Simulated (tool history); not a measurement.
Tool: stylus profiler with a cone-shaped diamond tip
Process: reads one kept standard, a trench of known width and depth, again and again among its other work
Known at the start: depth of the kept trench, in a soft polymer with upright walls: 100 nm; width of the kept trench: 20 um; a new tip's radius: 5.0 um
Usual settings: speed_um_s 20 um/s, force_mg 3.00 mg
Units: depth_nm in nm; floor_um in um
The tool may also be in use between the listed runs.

run,hour,speed_um_s,force_mg,depth_nm,floor_um
1,0.0,20,3.00,101.60,17.91
2,18.7,20,3.00,101.63,17.92
3,41.6,20,3.00,101.61,17.91
4,66.1,20,3.00,101.63,17.92
5,85.7,7,3.00,101.61,17.89
6,113.2,20,3.00,101.59,17.97
7,135.4,20,3.00,101.60,17.88
8,166.1,20,3.00,101.59,17.95
9,200.9,21,3.00,101.58,17.86
10,232.5,20,3.75,101.86,17.90
11,246.6,20,3.75,101.83,17.85
12,278.4,20,6.47,102.66,17.93
13,305.6,5,3.00,101.58,17.96
14,321.3,5,3.00,101.59,17.98
15,344.4,5,3.00,101.58,17.91
16,365.5,5,3.00,101.56,17.91
17,386.6,5,7.34,102.88,17.93
18,418.6,5,7.34,102.89,17.93
19,443.9,14,4.27,101.98,17.85
20,463.7,12,5.92,102.47,17.92
21,492.7,46,5.92,102.49,17.77
22,515.9,17,5.51,102.35,17.91
23,531.6,35,1.79,101.07,17.74
24,558.5,35,1.79,101.09,17.65
25,576.3,23,3.47,101.72,17.82
26,597.2,8,4.73,102.12,17.91
27,619.6,8,4.73,102.13,17.91
28,640.7,7,5.43,102.33,17.87
29,669.9,10,2.14,101.21,17.86
30,704.9,23,3.15,101.58,17.81
31,722.6,46,1.28,100.84,17.58

Forecast each of these 3 alternatives for the next run:
A,736.9,6,2.31,?,?
B,736.9,48,1.74,?,?
C,736.9,46,2.47,?,?

run,depth_nm,floor_um
A,101.28,17.88
B,101.04,17.55
C,101.31,17.66
Without the tool's hidden state the same runs would have given:
run,depth_nm,floor_um
A,101.35,17.96
B,101.12,17.64
C,101.39,17.75

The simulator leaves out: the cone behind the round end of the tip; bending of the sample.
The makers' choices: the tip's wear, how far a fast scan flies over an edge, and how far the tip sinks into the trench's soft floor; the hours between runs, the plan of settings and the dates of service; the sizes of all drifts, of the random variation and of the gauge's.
